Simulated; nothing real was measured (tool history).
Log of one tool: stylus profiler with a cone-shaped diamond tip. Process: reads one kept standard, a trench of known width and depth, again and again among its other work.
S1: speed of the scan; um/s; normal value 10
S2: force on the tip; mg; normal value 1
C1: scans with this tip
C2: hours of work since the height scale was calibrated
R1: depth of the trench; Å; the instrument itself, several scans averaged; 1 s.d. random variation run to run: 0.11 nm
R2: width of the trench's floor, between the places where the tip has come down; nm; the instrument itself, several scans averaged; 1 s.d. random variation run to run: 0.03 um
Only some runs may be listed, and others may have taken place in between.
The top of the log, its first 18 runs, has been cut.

run 19 hour=1222 | S1=3 S2=0.49 | C1=14005 C2=1955 | R1=2019.2 R2=95180
run 20 hour=1273.5 | S1=3 S2=0.49 | C1=14254 C2=1990 | R1=2019.4 R2=95170
run 21 hour=1336.5 | S1=8 S2=2.69 | C1=14558 C2=2032 | R1=2046.3 R2=95140
run 22 hour=1432.4 | S1=8 S2=2.69 | C1=15021 C2=2097 | R1=2045 R2=95090
run 23 hour=1527.5 | S1=22 S2=1.72 | C1=15481 C2=2161 | R1=2035.2 R2=94960
-- hour=1569.3 new tip fitted, height scale calibrated
run 24 hour=1583.5 | S1=21 S2=1 | C1=68 C2=10 | R1=2019 R2=97100
run 25 hour=1680.2 | S1=12 S2=1.76 | C1=536 C2=75 | R1=2028 R2=97060
run 26 hour=1741.6 | S1=9 S2=2.01 | C1=832 C2=116 | R1=2030.8 R2=97020
run 27 hour=1837.7 | S1=3 S2=0.7 | C1=1297 C2=181 | R1=2014.2 R2=96960
run 28 hour=1907.5 | S1=3 S2=2.45 | C1=1634 C2=228 | R1=2036.3 R2=96860
run 29 hour=1997.2 | S1=3 S2=2.45 | C1=2067 C2=289 | R1=2035.5 R2=96840
run 30 hour=2056.6 | S1=3 S2=2.45 | C1=2354 C2=329 | R1=2036.1 R2=96810
run 31 hour=2100.5 | S1=3 S2=2.45 | C1=2566 C2=358 | R1=2034.1 R2=96750
run 32 hour=2160.7 | S1=3 S2=1.7 | C1=2857 C2=399 | R1=2026.2 R2=96760
run 33 hour=2200.9 | S1=3 S2=2.47 | C1=3051 C2=426 | R1=2034.7 R2=96720
run 34 hour=2261.3 | S1=3 S2=2.47 | C1=3343 C2=467 | R1=2035.6 R2=96680
run 35 hour=2326.3 | S1=3 S2=2.47 | C1=3657 C2=510 | R1=2036.8 R2=96610
run 36 hour=2424.4 | S1=11 S2=1.49 | C1=4131 C2=577 | R1=2027.4 R2=96530

Alternative continuations, all from the tool just after run 36; predict every row:
run A hour=2496.9 | S1=11 S2=2.61 | C1=4482 C2=626 | R1=? R2=?
run B hour=2496.9 | S1=15 S2=0.34 | C1=4482 C2=626 | R1=? R2=?
run C hour=2496.9 | S1=2 S2=1.47 | C1=4482 C2=626 | R1=? R2=?

run=A R1=2038 R2=96480
run=B R1=2012.6 R2=96340
run=C R1=2027.8 R2=96470
What these runs would have given with no unlogged condition in the tool:
run=A R1=2036.1 R2=97180
run=B R1=2010.7 R2=97030
run=C R1=2025.9 R2=97170
